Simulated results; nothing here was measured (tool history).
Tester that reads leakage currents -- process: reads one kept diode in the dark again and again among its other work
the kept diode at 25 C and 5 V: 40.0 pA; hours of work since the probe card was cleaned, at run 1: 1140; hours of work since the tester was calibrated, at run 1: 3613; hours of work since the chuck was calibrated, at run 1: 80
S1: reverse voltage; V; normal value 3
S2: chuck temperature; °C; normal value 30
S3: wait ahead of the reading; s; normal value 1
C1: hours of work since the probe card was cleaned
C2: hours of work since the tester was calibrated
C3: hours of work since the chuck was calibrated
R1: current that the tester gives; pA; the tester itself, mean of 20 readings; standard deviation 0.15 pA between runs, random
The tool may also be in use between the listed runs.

run    hour     S1  S2    S3    C1    C2    C3      R1
  1       0      3  30     1  1140  3613    80   48.19
  2   201.1      3  30     1  1263  3736   203   48.27
  3     373      3  29     1  1368  3840   308    44.9
  4   469.6      3  29     1  1427  3899   367    44.9
  5   597.2      3  29     1  1505  3977   445   44.99
  6   767.8      3  29     1  1609  4081   549   44.92
  7   979.5      3  29     1  1738  4211   678   44.77
  8    1115      3  30     1  1821  4293   761   47.87
  9  1327.4      3  30     1  1951  4423   891   47.99
 10  1558.2      3  30  9.68  2092  4564  1032   48.06
 11    1659      3  30  9.68  2153  4625  1093   47.77
 12  1827.9      3  30  9.68  2256  4729  1196   48.21
 13    2017      3  52  9.68  2372  4844  1312  204.98
 14  2153.2      3  52  9.68  2455  4927  1395   205.1
     2201.3  -- chuck's temperature calibrated
 15  2260.7      3  52  9.68  2519  4992    36  204.53
 16  2485.7      3  52  9.68  2657  5129   174  204.71
 17  2709.3      3  52  9.68  2793  5265   310  205.83
     2896.7  -- tester calibrated
 18  2920.1      3  52  9.68  2921    14   438  205.03
 19  3143.9      3  52  9.68  3057   151   574   203.9
 20    3265      3  52  9.68  3131   225   648  205.22
 21  3360.6  12.15  22     1  3189   283   706   45.83
 22  3569.6  12.15  22     1  3317   411   834   45.85
 23  3761.8   2.09  30  4.12  3434   528   951   42.12
 24    3989   2.09  26  0.72  3573   667  1090   31.78
 25    4198    8.6  54  0.49  3701   794  1218  341.29
 26  4423.4    8.6  54  0.49  3838   932  1355  337.66
     4542.4  -- chuck's temperature calibrated
       4604  -- probe card cleaned and baked
 27  4644.6   3.43  30     1    25  1064    61   50.67
 28    4828      3  30  0.35   137  1176   173   48.95
 29  5008.7   1.55  48   3.2   247  1286   283  126.44
 30  5123.7   1.55  27  0.56   317  1356   353   30.84
 31  5235.3   3.31  55  6.53   385  1424   421  253.86
 32  5459.9   3.14  35  0.58   522  1562   558   69.36
 33  5657.2    4.2  44     1   643  1682   679  139.73
 34  5865.5      3  21  0.44   770  1809   806   25.36
 35  6051.2  12.42  30     1   883  1923   919   81.05
 36  6231.1  12.42  30     1   993  2032  1029   80.82
 37  6413.2  12.42  30     1  1104  2144  1140   81.35
 38  6555.3      3  28     1  1191  2230  1227   41.87

Below are 3 alternative next runs, each starting from the tool's condition after run 38. Predict each:
  A  6766.3     3  57     1  1320  2359  1356   ?
  B  6766.3  1.27  34  0.35  1320  2359  1356   ?
  C  6766.3  6.16  21   5.1  1320  2359  1356   ?

run      R1
  A  277.36
  B   46.98
  C   32.35
Stripped of hidden state, with their random variation kept, the same runs would have yielded:
run      R1
  A  277.58
  B   47.02
  C   32.35

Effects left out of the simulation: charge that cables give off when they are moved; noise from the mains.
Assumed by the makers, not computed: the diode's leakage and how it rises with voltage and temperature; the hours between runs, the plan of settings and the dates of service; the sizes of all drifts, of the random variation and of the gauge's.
